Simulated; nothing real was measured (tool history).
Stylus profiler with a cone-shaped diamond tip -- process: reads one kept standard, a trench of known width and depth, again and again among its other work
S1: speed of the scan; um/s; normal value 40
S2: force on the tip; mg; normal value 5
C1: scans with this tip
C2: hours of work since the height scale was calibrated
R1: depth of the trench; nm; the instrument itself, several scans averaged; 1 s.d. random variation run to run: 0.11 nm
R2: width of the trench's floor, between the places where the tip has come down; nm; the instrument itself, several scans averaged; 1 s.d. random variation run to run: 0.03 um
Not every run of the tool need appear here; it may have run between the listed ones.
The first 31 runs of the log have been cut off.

{"run": 32, "hour": 646.5, "S1": 46, "S2": 2.23, "C1": 4805, "C2": 554, "R1": 202.8, "R2": 97490}
{"hour": 648.4, "done": "height scale calibrated on a step standard"}
{"run": 33, "hour": 665.9, "S1": 46, "S2": 2.23, "C1": 4885, "C2": 8, "R1": 202.86, "R2": 97480}
{"run": 34, "hour": 690.4, "S1": 46, "S2": 2.23, "C1": 4987, "C2": 20, "R1": 202.79, "R2": 97440}
{"run": 35, "hour": 715.6, "S1": 10, "S2": 4.73, "C1": 5092, "C2": 32, "R1": 204.52, "R2": 97620}
{"run": 36, "hour": 738.8, "S1": 10, "S2": 4.73, "C1": 5190, "C2": 44, "R1": 204.46, "R2": 97630}
{"run": 37, "hour": 758.1, "S1": 25, "S2": 2.52, "C1": 5270, "C2": 53, "R1": 203.33, "R2": 97590}
{"run": 38, "hour": 778.1, "S1": 110, "S2": 2.91, "C1": 5354, "C2": 63, "R1": 203.41, "R2": 97210}
{"hour": 782.0, "done": "height scale calibrated on a step standard, once more"}
{"run": 39, "hour": 796.8, "S1": 13, "S2": 13.13, "C1": 5430, "C2": 7, "R1": 207.78, "R2": 97560}
{"run": 40, "hour": 811.9, "S1": 98, "S2": 3.23, "C1": 5493, "C2": 14, "R1": 202.87, "R2": 97210}
{"run": 41, "hour": 838.9, "S1": 109, "S2": 1.74, "C1": 5606, "C2": 27, "R1": 201.75, "R2": 97110}
{"run": 42, "hour": 856.6, "S1": 93, "S2": 7.33, "C1": 5680, "C2": 36, "R1": 205.17, "R2": 97410}
{"run": 43, "hour": 868.6, "S1": 89, "S2": 7.33, "C1": 5730, "C2": 42, "R1": 205.1, "R2": 97440}
{"run": 44, "hour": 884.8, "S1": 90, "S2": 6.01, "C1": 5798, "C2": 50, "R1": 204.47, "R2": 97380}
{"run": 45, "hour": 905.3, "S1": 90, "S2": 6.01, "C1": 5884, "C2": 59, "R1": 204.35, "R2": 97430}
{"run": 46, "hour": 931.2, "S1": 90, "S2": 6.01, "C1": 5992, "C2": 72, "R1": 204.51, "R2": 97430}
{"run": 47, "hour": 948.4, "S1": 61, "S2": 8.27, "C1": 6064, "C2": 80, "R1": 205.55, "R2": 97500}

Alternative continuations, all from the tool just after run 47; predict every row:
{"run": "A", "hour": 978.1, "S1": 27, "S2": 3.29, "C1": 6188, "C2": 95, "R1": "?", "R2": "?"}
{"run": "B", "hour": 978.1, "S1": 68, "S2": 4.21, "C1": 6188, "C2": 95, "R1": "?", "R2": "?"}
{"run": "C", "hour": 978.1, "S1": 61, "S2": 2.63, "C1": 6188, "C2": 95, "R1": "?", "R2": "?"}

run=A R1=202.92 R2=97540
run=B R1=203.71 R2=97370
run=C R1=202.6 R2=97350
With the hidden condition removed and each run's random variation left untouched, the same runs would have given:
run=A R1=202.95 R2=97980
run=B R1=203.74 R2=97810
run=C R1=202.63 R2=97790

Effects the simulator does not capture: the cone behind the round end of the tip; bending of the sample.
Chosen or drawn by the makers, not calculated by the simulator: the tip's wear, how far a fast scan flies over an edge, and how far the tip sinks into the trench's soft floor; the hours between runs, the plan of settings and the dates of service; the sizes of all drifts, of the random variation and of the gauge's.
